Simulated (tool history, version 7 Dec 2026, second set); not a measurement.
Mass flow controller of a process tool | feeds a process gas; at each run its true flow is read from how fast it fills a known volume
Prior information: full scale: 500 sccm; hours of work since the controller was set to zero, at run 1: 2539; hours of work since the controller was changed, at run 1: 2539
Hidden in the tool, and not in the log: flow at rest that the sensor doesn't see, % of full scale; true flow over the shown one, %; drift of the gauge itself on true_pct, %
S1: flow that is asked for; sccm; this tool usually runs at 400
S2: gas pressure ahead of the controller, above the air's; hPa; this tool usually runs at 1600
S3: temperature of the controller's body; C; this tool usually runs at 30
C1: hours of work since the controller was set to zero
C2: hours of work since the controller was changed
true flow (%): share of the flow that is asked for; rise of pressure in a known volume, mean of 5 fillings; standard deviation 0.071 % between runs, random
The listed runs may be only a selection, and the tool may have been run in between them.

run 1 hour=0.0 | S1=400 S2=1600 S3=30 | C1=2539 C2=2539 | true_flow_(%)=99.25
run 2 hour=187.5 | S1=400 S2=1600 S3=30 | C1=2622 C2=2622 | true_flow_(%)=99.09
run 3 hour=269.5 | S1=400 S2=1600 S3=30 | C1=2658 C2=2658 | true_flow_(%)=99.03
run 4 hour=422.0 | S1=154 S2=1600 S3=30 | C1=2725 C2=2725 | true_flow_(%)=96.87
run 5 hour=545.8 | S1=150 S2=1600 S3=30 | C1=2780 C2=2780 | true_flow_(%)=96.77
run 6 hour=673.6 | S1=150 S2=1600 S3=30 | C1=2837 C2=2837 | true_flow_(%)=96.83
run 7 hour=763.5 | S1=150 S2=1600 S3=30 | C1=2877 C2=2877 | true_flow_(%)=96.88
run 8 hour=942.7 | S1=150 S2=1600 S3=30 | C1=2956 C2=2956 | true_flow_(%)=96.75
run 9 hour=1128.5 | S1=400 S2=1600 S3=30 | C1=3038 C2=3038 | true_flow_(%)=99.10
run 10 hour=1284.3 | S1=400 S2=1600 S3=30 | C1=3107 C2=3107 | true_flow_(%)=99.04
run 11 hour=1459.0 | S1=400 S2=1600 S3=30 | C1=3185 C2=3185 | true_flow_(%)=98.84
run 12 hour=1647.1 | S1=400 S2=1600 S3=30 | C1=3268 C2=3268 | true_flow_(%)=99.02
run 13 hour=1772.5 | S1=400 S2=1600 S3=30 | C1=3323 C2=3323 | true_flow_(%)=98.88
run 14 hour=1863.9 | S1=400 S2=1600 S3=30 | C1=3364 C2=3364 | true_flow_(%)=98.88
run 15 hour=2026.4 | S1=400 S2=1600 S3=30 | C1=3436 C2=3436 | true_flow_(%)=98.82
run 16 hour=2175.0 | S1=400 S2=1600 S3=30 | C1=3502 C2=3502 | true_flow_(%)=98.90
run 17 hour=2326.0 | S1=55 S2=2010 S3=30 | C1=3568 C2=3568 | true_flow_(%)=92.09
run 18 hour=2499.6 | S1=249 S2=1600 S3=29 | C1=3645 C2=3645 | true_flow_(%)=97.52
run 19 hour=2646.5 | S1=126 S2=2200 S3=23 | C1=3710 C2=3710 | true_flow_(%)=95.10
run 20 hour=2795.2 | S1=126 S2=2200 S3=23 | C1=3776 C2=3776 | true_flow_(%)=95.07
run 21 hour=2898.4 | S1=55 S2=2050 S3=35 | C1=3822 C2=3822 | true_flow_(%)=92.10
run 22 hour=3038.9 | S1=55 S2=2050 S3=35 | C1=3884 C2=3884 | true_flow_(%)=91.99
run 23 hour=3135.7 | S1=55 S2=2050 S3=35 | C1=3927 C2=3927 | true_flow_(%)=91.94
run 24 hour=3291.7 | S1=55 S2=2050 S3=35 | C1=3996 C2=3996 | true_flow_(%)=91.67
run 25 hour=3461.6 | S1=52 S2=2050 S3=20 | C1=4071 C2=4071 | true_flow_(%)=90.50
run 26 hour=3554.9 | S1=145 S2=2250 S3=20 | C1=4113 C2=4113 | true_flow_(%)=94.97
run 27 hour=3727.1 | S1=145 S2=2250 S3=20 | C1=4189 C2=4189 | true_flow_(%)=95.16
run 28 hour=3811.9 | S1=400 S2=1850 S3=30 | C1=4226 C2=4226 | true_flow_(%)=98.41
run 29 hour=3922.7 | S1=213 S2=1850 S3=24 | C1=4275 C2=4275 | true_flow_(%)=96.45

3 ways to go on from here, each from the tool as it stands after run 29. What would each give?
run A hour=4065.6 | S1=435 S2=1600 S3=30 | C1=4339 C2=4339 | true_flow_(%)=?
run B hour=4065.6 | S1=213 S2=1530 S3=35 | C1=4339 C2=4339 | true_flow_(%)=?
run C hour=4065.6 | S1=242 S2=2220 S3=30 | C1=4339 C2=4339 | true_flow_(%)=?

run=A true_flow_(%)=98.87
run=B true_flow_(%)=97.27
run=C true_flow_(%)=97.08
Without the tool's hidden state the same runs would have given:
run=A true_flow_(%)=100.14
run=B true_flow_(%)=99.44
run=C true_flow_(%)=99.04

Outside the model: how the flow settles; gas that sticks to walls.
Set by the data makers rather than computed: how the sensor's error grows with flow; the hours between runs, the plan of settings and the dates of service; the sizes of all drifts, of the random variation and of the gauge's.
